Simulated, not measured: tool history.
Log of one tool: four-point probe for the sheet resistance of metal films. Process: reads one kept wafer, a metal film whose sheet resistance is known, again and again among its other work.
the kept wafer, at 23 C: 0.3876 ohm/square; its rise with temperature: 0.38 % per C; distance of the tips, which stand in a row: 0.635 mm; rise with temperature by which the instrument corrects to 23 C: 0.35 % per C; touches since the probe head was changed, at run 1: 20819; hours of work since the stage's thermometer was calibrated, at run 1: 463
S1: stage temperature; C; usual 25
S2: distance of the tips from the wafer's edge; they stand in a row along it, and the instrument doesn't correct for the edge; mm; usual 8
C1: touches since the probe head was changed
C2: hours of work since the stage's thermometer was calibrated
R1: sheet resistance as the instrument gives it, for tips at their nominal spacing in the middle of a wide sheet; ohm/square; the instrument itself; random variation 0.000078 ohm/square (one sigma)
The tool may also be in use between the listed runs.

run 1 hour=0.0 | S1=25 S2=8 | C1=20819 C2=463 | R1=0.389019
run 2 hour=20.5 | S1=25 S2=8 | C1=21841 C2=478 | R1=0.389074
run 3 hour=45.8 | S1=25 S2=20 | C1=23101 C2=495 | R1=0.388024
run 4 hour=71.9 | S1=27 S2=20 | C1=24401 C2=514 | R1=0.388460
run 5 hour=87.7 | S1=27 S2=20 | C1=25191 C2=525 | R1=0.388247
run 6 hour=107.1 | S1=27 S2=20 | C1=26158 C2=538 | R1=0.388188
run 7 hour=130.6 | S1=27 S2=20 | C1=27327 C2=555 | R1=0.388397
run 8 hour=142.3 | S1=20 S2=8 | C1=27908 C2=563 | R1=0.388649
run 9 hour=156.0 | S1=20 S2=8 | C1=28594 C2=573 | R1=0.388589
run 10 hour=180.8 | S1=23 S2=8 | C1=29830 C2=590 | R1=0.388881
run 11 hour=202.5 | S1=25 S2=8 | C1=30910 C2=605 | R1=0.389084
run 12 hour=217.4 | S1=25 S2=8 | C1=31653 C2=616 | R1=0.389175
run 13 hour=229.0 | S1=25 S2=8 | C1=32231 C2=624 | R1=0.389064
run 14 hour=254.7 | S1=25 S2=8 | C1=33514 C2=642 | R1=0.389200
run 15 hour=276.2 | S1=25 S2=8 | C1=34585 C2=657 | R1=0.389226
run 16 hour=296.3 | S1=25 S2=8 | C1=35585 C2=671 | R1=0.389134
run 17 hour=319.2 | S1=25 S2=41 | C1=36728 C2=687 | R1=0.387967
run 18 hour=332.1 | S1=25 S2=41 | C1=37370 C2=696 | R1=0.387918
run 19 hour=355.5 | S1=25 S2=8 | C1=38534 C2=712 | R1=0.389136
run 20 hour=379.2 | S1=25 S2=8 | C1=39717 C2=729 | R1=0.389017
run 21 hour=401.7 | S1=19 S2=8 | C1=40836 C2=745 | R1=0.388538
run 22 hour=418.5 | S1=19 S2=8 | C1=41675 C2=757 | R1=0.388594
run 23 hour=431.8 | S1=19 S2=8 | C1=42336 C2=766 | R1=0.388539
run 24 hour=445.3 | S1=23 S2=31 | C1=43013 C2=775 | R1=0.387779
run 25 hour=456.8 | S1=28 S2=15 | C1=43585 C2=783 | R1=0.388403
run 26 hour=478.3 | S1=22 S2=8 | C1=44656 C2=799 | R1=0.388772
run 27 hour=489.5 | S1=23 S2=69 | C1=45213 C2=806 | R1=0.387510
run 28 hour=502.6 | S1=23 S2=6 | C1=45867 C2=816 | R1=0.390132
run 29 hour=519.6 | S1=20 S2=70 | C1=46715 C2=827 | R1=0.387387
run 30 hour=535.4 | S1=24 S2=70 | C1=47502 C2=839 | R1=0.387683
run 31 hour=557.9 | S1=23 S2=36 | C1=48620 C2=854 | R1=0.387719
run 32 hour=580.7 | S1=25 S2=14 | C1=49759 C2=870 | R1=0.388297
run 33 hour=596.5 | S1=25 S2=14 | C1=50546 C2=881 | R1=0.388248
run 34 hour=622.3 | S1=23 S2=18 | C1=51830 C2=899 | R1=0.387968
run 35 hour=642.3 | S1=23 S2=7 | C1=52830 C2=913 | R1=0.389386
run 36 hour=667.7 | S1=28 S2=28 | C1=54096 C2=931 | R1=0.388273
run 37 hour=688.1 | S1=28 S2=28 | C1=55113 C2=946 | R1=0.388334
run 38 hour=705.9 | S1=29 S2=6 | C1=56000 C2=958 | R1=0.390426
run 39 hour=723.7 | S1=25 S2=6 | C1=56887 C2=970 | R1=0.390156
run 40 hour=749.7 | S1=30 S2=46 | C1=58180 C2=989 | R1=0.388439
run 41 hour=767.1 | S1=25 S2=8 | C1=59049 C2=1001 | R1=0.389100
run 42 hour=778.6 | S1=20 S2=14 | C1=59620 C2=1009 | R1=0.387804
run 43 hour=803.4 | S1=27 S2=60 | C1=60859 C2=1026 | R1=0.387994
run 44 hour=818.1 | S1=26 S2=26 | C1=61591 C2=1037 | R1=0.388050
run 45 hour=834.8 | S1=29 S2=14 | C1=62420 C2=1048 | R1=0.388829

Forecast each of these 4 alternatives for the next run:
run A hour=852.2 | S1=29 S2=8 | C1=63289 C2=1060 | R1=?
run B hour=852.2 | S1=25 S2=3 | C1=63289 C2=1060 | R1=?
run C hour=852.2 | S1=30 S2=4 | C1=63289 C2=1060 | R1=?
run D hour=852.2 | S1=22 S2=16 | C1=63289 C2=1060 | R1=?

run=A R1=0.389556
run=B R1=0.396933
run=C R1=0.393495
run=D R1=0.387818
Without the tool's hidden state the same runs would have given:
run=A R1=0.389509
run=B R1=0.396885
run=C R1=0.393447
run=D R1=0.387771
